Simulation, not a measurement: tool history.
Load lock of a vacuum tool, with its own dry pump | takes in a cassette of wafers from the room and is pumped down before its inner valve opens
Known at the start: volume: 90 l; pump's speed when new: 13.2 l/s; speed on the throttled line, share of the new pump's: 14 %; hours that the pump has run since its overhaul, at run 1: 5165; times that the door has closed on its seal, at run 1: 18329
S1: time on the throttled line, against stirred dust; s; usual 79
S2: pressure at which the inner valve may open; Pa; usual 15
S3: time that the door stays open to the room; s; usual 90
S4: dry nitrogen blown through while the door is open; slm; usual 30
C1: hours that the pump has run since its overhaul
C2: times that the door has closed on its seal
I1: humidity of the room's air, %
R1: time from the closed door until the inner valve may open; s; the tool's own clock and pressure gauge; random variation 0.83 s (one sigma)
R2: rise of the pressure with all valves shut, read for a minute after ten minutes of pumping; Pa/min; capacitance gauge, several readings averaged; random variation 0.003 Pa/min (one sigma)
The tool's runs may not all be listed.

run 1 hour=0.0 | S1=79 S2=15 S3=90 S4=30 | C1=5165 C2=18329 | I1=43.6 | R1=133.3 R2=0.118
run 2 hour=123.7 | S1=79 S2=15 S3=90 S4=30 | C1=5289 C2=18792 | I1=44.2 | R1=132.8 R2=0.126
run 3 hour=232.8 | S1=79 S2=15 S3=90 S4=30 | C1=5398 C2=19200 | I1=41.1 | R1=132.6 R2=0.125
run 4 hour=454.7 | S1=79 S2=15 S3=90 S4=30 | C1=5620 C2=20031 | I1=44.5 | R1=132.2 R2=0.131
run 5 hour=623.9 | S1=79 S2=23 S3=90 S4=30 | C1=5789 C2=20664 | I1=43.9 | R1=129.6 R2=0.143
run 6 hour=807.7 | S1=79 S2=23 S3=90 S4=30 | C1=5973 C2=21353 | I1=44.6 | R1=130.7 R2=0.142
run 7 hour=961.9 | S1=79 S2=23 S3=90 S4=30 | C1=6127 C2=21930 | I1=44.3 | R1=131.4 R2=0.146
run 8 hour=1143.3 | S1=76 S2=15 S3=90 S4=30 | C1=6308 C2=22609 | I1=47.7 | R1=130.5 R2=0.149
run 9 hour=1359.4 | S1=106 S2=15 S3=90 S4=30 | C1=6524 C2=23418 | I1=44.5 | R1=158.2 R2=0.166
run 10 hour=1511.7 | S1=106 S2=15 S3=90 S4=30 | C1=6677 C2=23988 | I1=45.7 | R1=157.4 R2=0.167
run 11 hour=1640.7 | S1=155 S2=15 S3=90 S4=30 | C1=6806 C2=24471 | I1=45.4 | R1=198.2 R2=0.173
run 12 hour=1776.6 | S1=155 S2=15 S3=90 S4=8 | C1=6942 C2=24980 | I1=46.2 | R1=199.3 R2=0.194
run 13 hour=1891.4 | S1=155 S2=15 S3=90 S4=8 | C1=7056 C2=25410 | I1=45.8 | R1=197.9 R2=0.199
run 14 hour=2082.0 | S1=79 S2=12 S3=90 S4=30 | C1=7247 C2=26124 | I1=44.5 | R1=135.6 R2=0.199
-- hour=2150.6 door's seal changed, seat wiped
run 15 hour=2287.8 | S1=79 S2=15 S3=195 S4=30 | C1=7451 C2=513 | I1=44.3 | R1=132.7 R2=0.022
run 16 hour=2392.7 | S1=79 S2=15 S3=195 S4=30 | C1=7556 C2=906 | I1=47.4 | R1=135.6 R2=0.028
run 17 hour=2584.3 | S1=79 S2=15 S3=195 S4=30 | C1=7748 C2=1624 | I1=46.3 | R1=135.2 R2=0.028
run 18 hour=2679.8 | S1=79 S2=15 S3=195 S4=30 | C1=7843 C2=1981 | I1=47.1 | R1=134.1 R2=0.027
run 19 hour=2864.1 | S1=79 S2=15 S3=195 S4=30 | C1=8028 C2=2671 | I1=41.0 | R1=134.8 R2=0.029
run 20 hour=3013.6 | S1=96 S2=20 S3=195 S4=30 | C1=8177 C2=3231 | I1=42.0 | R1=147.7 R2=0.029
run 21 hour=3209.1 | S1=79 S2=15 S3=90 S4=30 | C1=8373 C2=3963 | I1=44.8 | R1=134.1 R2=0.019
run 22 hour=3357.6 | S1=61 S2=15 S3=26 S4=19 | C1=8521 C2=4519 | I1=45.7 | R1=121.4 R2=0.019
run 23 hour=3524.3 | S1=61 S2=15 S3=26 S4=19 | C1=8688 C2=5143 | I1=46.1 | R1=120.3 R2=0.022
run 24 hour=3625.6 | S1=120 S2=14 S3=184 S4=19 | C1=8789 C2=5522 | I1=45.1 | R1=171.2 R2=0.041
run 25 hour=3840.7 | S1=143 S2=18 S3=90 S4=30 | C1=9004 C2=6328 | I1=43.5 | R1=189.0 R2=0.034
run 26 hour=4048.9 | S1=51 S2=28 S3=90 S4=6 | C1=9212 C2=7107 | I1=45.2 | R1=107.4 R2=0.058
run 27 hour=4232.9 | S1=83 S2=28 S3=90 S4=6 | C1=9396 C2=7796 | I1=45.3 | R1=135.2 R2=0.061
run 28 hour=4348.9 | S1=126 S2=15 S3=90 S4=8 | C1=9512 C2=8230 | I1=42.3 | R1=173.9 R2=0.047
run 29 hour=4537.5 | S1=126 S2=15 S3=90 S4=8 | C1=9701 C2=8936 | I1=44.6 | R1=175.2 R2=0.065
run 30 hour=4678.9 | S1=79 S2=12 S3=166 S4=30 | C1=9842 C2=9466 | I1=47.4 | R1=137.8 R2=0.052
run 31 hour=4902.5 | S1=116 S2=15 S3=90 S4=30 | C1=10066 C2=10303 | I1=48.1 | R1=170.3 R2=0.053
run 32 hour=5044.4 | S1=51 S2=12 S3=90 S4=30 | C1=10208 C2=10834 | I1=44.7 | R1=115.9 R2=0.054
run 33 hour=5191.2 | S1=48 S2=12 S3=174 S4=21 | C1=10355 C2=11384 | I1=49.9 | R1=113.0 R2=0.069
run 34 hour=5315.6 | S1=79 S2=27 S3=37 S4=27 | C1=10479 C2=11850 | I1=45.8 | R1=131.9 R2=0.055
run 35 hour=5474.3 | S1=127 S2=12 S3=37 S4=44 | C1=10638 C2=12444 | I1=44.2 | R1=177.3 R2=0.054
run 36 hour=5635.7 | S1=127 S2=12 S3=37 S4=44 | C1=10799 C2=13048 | I1=44.3 | R1=179.0 R2=0.058
run 37 hour=5846.7 | S1=114 S2=11 S3=68 S4=30 | C1=11010 C2=13838 | I1=44.5 | R1=170.1 R2=0.072
run 38 hour=5990.5 | S1=49 S2=19 S3=90 S4=30 | C1=11154 C2=14377 | I1=43.9 | R1=110.5 R2=0.077

Some steps in R1 between neighbouring runs. How much of each would the tool show without its hidden state too (settings, what came in, random variation), and how much is left for the hidden state, with any gauge scatter that isn't in both results?
The hidden state here: pump's speed, % of a new pump's; leak at the door's seal, Pa l/s; drift of the gauge itself on ready_s, %; drift of the gauge itself on rise_pa_min, %.
Run 13 -> 14: S1 155 -> 79, S2 15 -> 12, S4 8 -> 30. R1 -62.3 s: hidden state +1.6, all else -63.9.
Run 25 -> 26: S1 143 -> 51, S2 18 -> 28, S4 30 -> 6. R1 -81.6 s: hidden state +1.4, all else -83.0.
Run 29 -> 30: S1 126 -> 79, S2 15 -> 12, S3 90 -> 166, S4 8 -> 30. R1 -37.4 s: hidden state +1.5, all else -38.9.
Run 31 -> 32: S1 116 -> 51, S2 15 -> 12. R1 -54.4 s: hidden state +1.8, all else -56.2.
Run 37 -> 38: S1 114 -> 49, S2 11 -> 19, S3 68 -> 90. R1 -59.6 s: hidden state +0.8, all else -60.4.
